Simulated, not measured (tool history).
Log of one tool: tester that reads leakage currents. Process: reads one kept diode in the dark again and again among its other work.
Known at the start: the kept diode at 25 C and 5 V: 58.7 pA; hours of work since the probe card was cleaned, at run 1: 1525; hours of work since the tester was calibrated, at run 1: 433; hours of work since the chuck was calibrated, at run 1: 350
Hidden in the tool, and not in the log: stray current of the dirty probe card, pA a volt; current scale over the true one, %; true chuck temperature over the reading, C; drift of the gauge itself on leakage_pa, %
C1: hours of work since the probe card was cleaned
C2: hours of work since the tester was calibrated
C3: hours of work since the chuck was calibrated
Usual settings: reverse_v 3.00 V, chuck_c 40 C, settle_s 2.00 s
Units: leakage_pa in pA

{"run": 1, "hour": 0.0, "reverse_v": 3.0, "chuck_c": 40, "settle_s": 2.0, "C1": 1525, "C2": 433, "C3": 350, "leakage_pa": 150.81}
{"run": 2, "hour": 47.1, "reverse_v": 3.0, "chuck_c": 48, "settle_s": 2.0, "C1": 1554, "C2": 462, "C3": 379, "leakage_pa": 282.41}
{"run": 3, "hour": 93.9, "reverse_v": 5.22, "chuck_c": 40, "settle_s": 2.0, "C1": 1582, "C2": 491, "C3": 407, "leakage_pa": 207.43}
{"run": 4, "hour": 120.8, "reverse_v": 5.22, "chuck_c": 40, "settle_s": 6.84, "C1": 1599, "C2": 507, "C3": 424, "leakage_pa": 206.91}
{"run": 5, "hour": 154.5, "reverse_v": 3.0, "chuck_c": 40, "settle_s": 2.0, "C1": 1619, "C2": 528, "C3": 444, "leakage_pa": 149.09}
{"run": 6, "hour": 180.2, "reverse_v": 3.0, "chuck_c": 40, "settle_s": 2.0, "C1": 1635, "C2": 544, "C3": 460, "leakage_pa": 148.69}
{"run": 7, "hour": 207.5, "reverse_v": 3.0, "chuck_c": 40, "settle_s": 2.0, "C1": 1652, "C2": 560, "C3": 477, "leakage_pa": 148.23}
{"run": 8, "hour": 237.9, "reverse_v": 3.0, "chuck_c": 40, "settle_s": 2.0, "C1": 1671, "C2": 579, "C3": 496, "leakage_pa": 148.36}
{"run": 9, "hour": 273.7, "reverse_v": 3.0, "chuck_c": 40, "settle_s": 2.0, "C1": 1693, "C2": 601, "C3": 518, "leakage_pa": 148.77}
{"run": 10, "hour": 317.0, "reverse_v": 3.0, "chuck_c": 40, "settle_s": 1.57, "C1": 1719, "C2": 627, "C3": 544, "leakage_pa": 147.53}
{"run": 11, "hour": 359.6, "reverse_v": 3.0, "chuck_c": 40, "settle_s": 2.0, "C1": 1745, "C2": 654, "C3": 570, "leakage_pa": 147.06}
{"run": 12, "hour": 399.1, "reverse_v": 3.0, "chuck_c": 40, "settle_s": 2.0, "C1": 1770, "C2": 678, "C3": 595, "leakage_pa": 146.75}
{"run": 13, "hour": 436.0, "reverse_v": 3.0, "chuck_c": 20, "settle_s": 2.0, "C1": 1792, "C2": 701, "C3": 617, "leakage_pa": 26.93}
{"run": 14, "hour": 479.5, "reverse_v": 3.0, "chuck_c": 48, "settle_s": 2.0, "C1": 1819, "C2": 727, "C3": 644, "leakage_pa": 272.85}
{"run": 15, "hour": 505.6, "reverse_v": 3.0, "chuck_c": 26, "settle_s": 2.0, "C1": 1835, "C2": 743, "C3": 660, "leakage_pa": 45.11}
{"run": 16, "hour": 550.8, "reverse_v": 3.0, "chuck_c": 26, "settle_s": 2.0, "C1": 1863, "C2": 771, "C3": 688, "leakage_pa": 45.27}
{"hour": 566.0, "done": "chuck's temperature calibrated"}
{"run": 17, "hour": 600.5, "reverse_v": 3.0, "chuck_c": 26, "settle_s": 2.0, "C1": 1892, "C2": 800, "C3": 21, "leakage_pa": 48.73}
{"run": 18, "hour": 624.0, "reverse_v": 3.0, "chuck_c": 40, "settle_s": 1.49, "C1": 1906, "C2": 815, "C3": 36, "leakage_pa": 155.5}
{"run": 19, "hour": 662.4, "reverse_v": 3.0, "chuck_c": 40, "settle_s": 2.0, "C1": 1930, "C2": 838, "C3": 59, "leakage_pa": 155.64}
{"run": 20, "hour": 696.1, "reverse_v": 3.0, "chuck_c": 28, "settle_s": 2.0, "C1": 1951, "C2": 859, "C3": 80, "leakage_pa": 57.49}
{"run": 21, "hour": 733.1, "reverse_v": 3.0, "chuck_c": 28, "settle_s": 2.0, "C1": 1973, "C2": 882, "C3": 103, "leakage_pa": 57.45}
{"run": 22, "hour": 764.0, "reverse_v": 3.0, "chuck_c": 28, "settle_s": 2.0, "C1": 1992, "C2": 901, "C3": 122, "leakage_pa": 56.98}
{"run": 23, "hour": 805.8, "reverse_v": 3.0, "chuck_c": 56, "settle_s": 2.29, "C1": 2018, "C2": 926, "C3": 147, "leakage_pa": 524.76}
{"run": 24, "hour": 836.6, "reverse_v": 4.36, "chuck_c": 60, "settle_s": 9.23, "C1": 2037, "C2": 945, "C3": 166, "leakage_pa": 868.08}
{"run": 25, "hour": 886.1, "reverse_v": 4.36, "chuck_c": 60, "settle_s": 9.23, "C1": 2067, "C2": 976, "C3": 197, "leakage_pa": 865.07}
{"run": 26, "hour": 929.4, "reverse_v": 4.36, "chuck_c": 60, "settle_s": 9.23, "C1": 2094, "C2": 1002, "C3": 223, "leakage_pa": 864.26}
{"run": 27, "hour": 957.1, "reverse_v": 13.34, "chuck_c": 31, "settle_s": 2.97, "C1": 2111, "C2": 1019, "C3": 240, "leakage_pa": 178.33}
{"run": 28, "hour": 1002.3, "reverse_v": 2.15, "chuck_c": 22, "settle_s": 9.42, "C1": 2139, "C2": 1047, "C3": 268, "leakage_pa": 27.16}
{"run": 29, "hour": 1029.2, "reverse_v": 8.02, "chuck_c": 40, "settle_s": 8.29, "C1": 2155, "C2": 1063, "C3": 284, "leakage_pa": 270.66}
{"run": 30, "hour": 1060.8, "reverse_v": 8.01, "chuck_c": 32, "settle_s": 1.71, "C1": 2175, "C2": 1083, "C3": 304, "leakage_pa": 141.7}
{"run": 31, "hour": 1084.3, "reverse_v": 8.01, "chuck_c": 32, "settle_s": 1.71, "C1": 2189, "C2": 1097, "C3": 318, "leakage_pa": 140.01}
{"run": 32, "hour": 1117.4, "reverse_v": 3.0, "chuck_c": 27, "settle_s": 2.0, "C1": 2209, "C2": 1118, "C3": 338, "leakage_pa": 51.46}
{"run": 33, "hour": 1152.2, "reverse_v": 15.7, "chuck_c": 43, "settle_s": 1.36, "C1": 2231, "C2": 1139, "C3": 360, "leakage_pa": 507.89}
{"run": 34, "hour": 1190.7, "reverse_v": 15.7, "chuck_c": 43, "settle_s": 1.36, "C1": 2254, "C2": 1163, "C3": 383, "leakage_pa": 507.1}
{"run": 35, "hour": 1214.0, "reverse_v": 1.49, "chuck_c": 34, "settle_s": 0.71, "C1": 2269, "C2": 1177, "C3": 398, "leakage_pa": 60.67}
{"run": 36, "hour": 1237.7, "reverse_v": 10.5, "chuck_c": 34, "settle_s": 0.52, "C1": 2283, "C2": 1191, "C3": 412, "leakage_pa": 194.05}
{"run": 37, "hour": 1272.0, "reverse_v": 1.04, "chuck_c": 40, "settle_s": 0.41, "C1": 2304, "C2": 1212, "C3": 433, "leakage_pa": 79.4}
{"run": 38, "hour": 1319.2, "reverse_v": 1.04, "chuck_c": 40, "settle_s": 0.41, "C1": 2333, "C2": 1241, "C3": 462, "leakage_pa": 79.61}
{"run": 39, "hour": 1360.9, "reverse_v": 8.54, "chuck_c": 45, "settle_s": 5.0, "C1": 2359, "C2": 1267, "C3": 488, "leakage_pa": 409.08}
{"run": 40, "hour": 1399.9, "reverse_v": 8.54, "chuck_c": 31, "settle_s": 0.67, "C1": 2383, "C2": 1291, "C3": 512, "leakage_pa": 133.09}
{"run": 41, "hour": 1431.3, "reverse_v": 3.93, "chuck_c": 39, "settle_s": 0.94, "C1": 2402, "C2": 1310, "C3": 531, "leakage_pa": 159.66}

The same runs without the tool's hidden state, with the same run-to-run variation:
run=1 leakage_pa=155.48
run=2 leakage_pa=292.63
run=3 leakage_pa=214.81
run=4 leakage_pa=214.65
run=5 leakage_pa=155.37
run=6 leakage_pa=155.23
run=7 leakage_pa=155.05
run=8 leakage_pa=155.50
run=9 leakage_pa=156.34
run=10 leakage_pa=155.53
run=11 leakage_pa=155.51
run=12 leakage_pa=155.59
run=13 leakage_pa=27.69
run=14 leakage_pa=291.20
run=15 leakage_pa=47.47
run=16 leakage_pa=47.78
run=17 leakage_pa=47.64
run=18 leakage_pa=155.41
run=19 leakage_pa=155.94
run=20 leakage_pa=56.85
run=21 leakage_pa=56.95
run=22 leakage_pa=56.60
run=23 leakage_pa=534.03
run=24 leakage_pa=885.30
run=25 leakage_pa=884.96
run=26 leakage_pa=886.61
run=27 leakage_pa=177.23
run=28 leakage_pa=27.08
run=29 leakage_pa=276.73
run=30 leakage_pa=143.23
run=31 leakage_pa=141.72
run=32 leakage_pa=52.23
run=33 leakage_pa=522.74
run=34 leakage_pa=523.15
run=35 leakage_pa=63.07
run=36 leakage_pa=198.55
run=37 leakage_pa=83.29
run=38 leakage_pa=83.79
run=39 leakage_pa=429.04
run=40 leakage_pa=136.93
run=41 leakage_pa=168.25
